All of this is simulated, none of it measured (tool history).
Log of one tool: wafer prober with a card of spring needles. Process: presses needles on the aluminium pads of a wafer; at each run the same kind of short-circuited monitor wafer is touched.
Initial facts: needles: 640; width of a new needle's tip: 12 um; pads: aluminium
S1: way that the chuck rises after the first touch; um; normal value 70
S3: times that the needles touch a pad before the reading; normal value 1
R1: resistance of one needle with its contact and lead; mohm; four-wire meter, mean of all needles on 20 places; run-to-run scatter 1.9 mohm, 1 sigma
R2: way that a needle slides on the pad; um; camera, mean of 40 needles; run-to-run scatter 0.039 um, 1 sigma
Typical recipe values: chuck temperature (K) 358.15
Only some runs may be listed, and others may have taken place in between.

{"run": 1, "day": 0.0, "S1": 70, "chuck temperature (K)": 358.15, "S3": 1, "R1": 260, "R2": 12.46}
{"day": 0.692, "done": "tips cleaned on abrasive film"}
{"day": 1.754, "done": "tips cleaned on abrasive film"}
{"day": 2.833, "done": "tips cleaned on abrasive film"}
{"run": 2, "day": 3.512, "S1": 70, "chuck temperature (K)": 358.15, "S3": 1, "R1": 268, "R2": 12.51}
{"day": 3.971, "done": "tips cleaned on abrasive film"}
{"day": 5.183, "done": "tips cleaned on abrasive film"}
{"day": 6.279, "done": "tips cleaned on abrasive film"}
{"run": 3, "day": 6.421, "S1": 61, "chuck temperature (K)": 358.15, "S3": 1, "R1": 237, "R2": 10.76}
{"day": 7.312, "done": "tips cleaned on abrasive film"}
{"day": 8.312, "done": "tips cleaned on abrasive film"}
{"run": 4, "day": 8.796, "S1": 61, "chuck temperature (K)": 358.15, "S3": 1, "R1": 284, "R2": 10.77}
{"day": 9.467, "done": "tips cleaned on abrasive film"}
{"day": 10.625, "done": "tips cleaned on abrasive film"}
{"run": 5, "day": 11.367, "S1": 61, "chuck temperature (K)": 358.15, "S3": 1, "R1": 301, "R2": 10.69}
{"day": 11.771, "done": "tips cleaned on abrasive film"}
{"day": 12.979, "done": "tips cleaned on abrasive film"}
{"day": 13.983, "done": "tips cleaned on abrasive film"}
{"run": 6, "day": 14.338, "S1": 65, "chuck temperature (K)": 358.15, "S3": 1, "R1": 264, "R2": 11.39}
{"day": 15.088, "done": "tips cleaned on abrasive film"}
{"day": 16.196, "done": "tips cleaned on abrasive film"}
{"day": 17.233, "done": "tips cleaned on abrasive film"}
{"run": 7, "day": 17.233, "S1": 60, "chuck temperature (K)": 358.15, "S3": 1, "R1": 209, "R2": 10.5}
{"day": 18.246, "done": "tips cleaned on abrasive film"}
{"day": 19.4, "done": "tips cleaned on abrasive film"}
{"run": 8, "day": 19.483, "S1": 70, "chuck temperature (K)": 310.15, "S3": 1, "R1": 213, "R2": 12.22}
{"day": 20.483, "done": "tips cleaned on abrasive film"}
{"day": 21.662, "done": "tips cleaned on abrasive film"}
{"day": 22.688, "done": "tips cleaned on abrasive film"}
{"day": 22.7, "done": "height of the first contact set anew"}
{"run": 9, "day": 22.792, "S1": 70, "chuck temperature (K)": 310.15, "S3": 1, "R1": 210, "R2": 12.57}
{"day": 23.892, "done": "tips cleaned on abrasive film"}
{"day": 25.0, "done": "tips cleaned on abrasive film"}
{"day": 26.012, "done": "tips cleaned on abrasive film"}
{"run": 10, "day": 26.696, "S1": 66, "chuck temperature (K)": 310.15, "S3": 1, "R1": 286, "R2": 11.72}
{"day": 27.175, "done": "tips cleaned on abrasive film"}
{"day": 28.246, "done": "tips cleaned on abrasive film"}
{"run": 11, "day": 28.833, "S1": 70, "chuck temperature (K)": 358.15, "S3": 1, "R1": 276, "R2": 12.45}
{"day": 29.275, "done": "tips cleaned on abrasive film"}
{"day": 30.396, "done": "tips cleaned on abrasive film"}
{"day": 31.396, "done": "tips cleaned on abrasive film"}
{"run": 12, "day": 31.408, "S1": 70, "chuck temperature (K)": 358.15, "S3": 1, "R1": 210, "R2": 12.39}
{"day": 32.567, "done": "tips cleaned on abrasive film"}
{"day": 33.792, "done": "tips cleaned on abrasive film"}
{"run": 13, "day": 34.642, "S1": 60, "chuck temperature (K)": 308.15, "S3": 1, "R1": 314, "R2": 10.57}
{"day": 34.825, "done": "tips cleaned on abrasive film"}
{"day": 36.021, "done": "tips cleaned on abrasive film"}
{"day": 37.175, "done": "tips cleaned on abrasive film"}
{"run": 14, "day": 37.95, "S1": 60, "chuck temperature (K)": 320.15, "S3": 2, "R1": 262, "R2": 10.53}
{"day": 38.183, "done": "tips cleaned on abrasive film"}
{"day": 39.396, "done": "tips cleaned on abrasive film"}
{"run": 15, "day": 39.783, "S1": 53, "chuck temperature (K)": 369.15, "S3": 1, "R1": 313, "R2": 9.24}
{"day": 40.538, "done": "tips cleaned on abrasive film"}
{"day": 41.746, "done": "tips cleaned on abrasive film"}
{"day": 42.85, "done": "tips cleaned on abrasive film"}
{"run": 16, "day": 43.404, "S1": 57, "chuck temperature (K)": 308.15, "S3": 1, "R1": 307, "R2": 9.93}
{"day": 43.854, "done": "tips cleaned on abrasive film"}
{"day": 45.033, "done": "tips cleaned on abrasive film"}
{"day": 46.033, "done": "tips cleaned on abrasive film"}
{"day": 47.112, "done": "tips cleaned on abrasive film"}
{"run": 17, "day": 47.246, "S1": 70, "chuck temperature (K)": 353.15, "S3": 1, "R1": 223, "R2": 12.2}
{"day": 47.712, "done": "height of the first contact set anew"}
{"day": 48.304, "done": "tips cleaned on abrasive film"}
{"run": 18, "day": 48.967, "S1": 51, "chuck temperature (K)": 395.15, "S3": 2, "R1": 292, "R2": 9.12}
{"day": 49.4, "done": "tips cleaned on abrasive film"}
{"day": 50.504, "done": "tips cleaned on abrasive film"}
{"day": 51.604, "done": "tips cleaned on abrasive film"}
{"run": 19, "day": 52.038, "S1": 72, "chuck temperature (K)": 323.15, "S3": 1, "R1": 262, "R2": 12.83}
{"day": 52.717, "done": "tips cleaned on abrasive film"}
{"day": 53.883, "done": "tips cleaned on abrasive film"}
{"run": 20, "day": 54.362, "S1": 72, "chuck temperature (K)": 323.15, "S3": 1, "R1": 260, "R2": 12.83}
{"day": 54.996, "done": "tips cleaned on abrasive film"}
{"day": 56.125, "done": "tips cleaned on abrasive film"}
{"day": 57.271, "done": "tips cleaned on abrasive film"}
{"run": 21, "day": 57.912, "S1": 52, "chuck temperature (K)": 358.15, "S3": 2, "R1": 286, "R2": 9.09}
{"day": 58.492, "done": "tips cleaned on abrasive film"}
{"day": 59.533, "done": "tips cleaned on abrasive film"}
{"day": 60.583, "done": "tips cleaned on abrasive film"}
{"run": 22, "day": 60.983, "S1": 52, "chuck temperature (K)": 358.15, "S3": 2, "R1": 264, "R2": 9.11}
{"day": 61.717, "done": "tips cleaned on abrasive film"}
{"day": 62.888, "done": "tips cleaned on abrasive film"}
{"day": 63.946, "done": "tips cleaned on abrasive film"}
{"run": 23, "day": 64.079, "S1": 74, "chuck temperature (K)": 394.15, "S3": 1, "R1": 239, "R2": 12.99}
{"day": 65.133, "done": "tips cleaned on abrasive film"}
{"day": 66.238, "done": "tips cleaned on abrasive film"}
{"day": 67.358, "done": "tips cleaned on abrasive film"}
{"run": 24, "day": 67.829, "S1": 70, "chuck temperature (K)": 313.15, "S3": 2, "R1": 235, "R2": 12.17}

3 ways to go on from here, each from the tool as it stands after run 24. What would each give?
{"day": 68.533, "done": "tips cleaned on abrasive film"}
{"day": 69.65, "done": "tips cleaned on abrasive film"}
{"day": 70.775, "done": "tips cleaned on abrasive film"}
{"run": "A", "day": 70.775, "S1": 88, "chuck temperature (K)": 358.15, "S3": 1, "R1": "?", "R2": "?"}
{"day": 68.533, "done": "tips cleaned on abrasive film"}
{"day": 69.65, "done": "tips cleaned on abrasive film"}
{"day": 70.775, "done": "tips cleaned on abrasive film"}
{"run": "B", "day": 70.775, "S1": 70, "chuck temperature (K)": 358.15, "S3": 1, "R1": "?", "R2": "?"}
{"day": 68.533, "done": "tips cleaned on abrasive film"}
{"day": 69.65, "done": "tips cleaned on abrasive film"}
{"day": 70.775, "done": "tips cleaned on abrasive film"}
{"run": "C", "day": 70.775, "S1": 70, "chuck temperature (K)": 313.15, "S3": 3, "R1": "?", "R2": "?"}

run=A R1=209 R2=15.40
run=B R1=211 R2=12.22
run=C R1=200 R2=12.18
Without the tool's hidden state the same runs would have given:
run=A R1=199 R2=15.70
run=B R1=196 R2=12.52
run=C R1=193 R2=12.47

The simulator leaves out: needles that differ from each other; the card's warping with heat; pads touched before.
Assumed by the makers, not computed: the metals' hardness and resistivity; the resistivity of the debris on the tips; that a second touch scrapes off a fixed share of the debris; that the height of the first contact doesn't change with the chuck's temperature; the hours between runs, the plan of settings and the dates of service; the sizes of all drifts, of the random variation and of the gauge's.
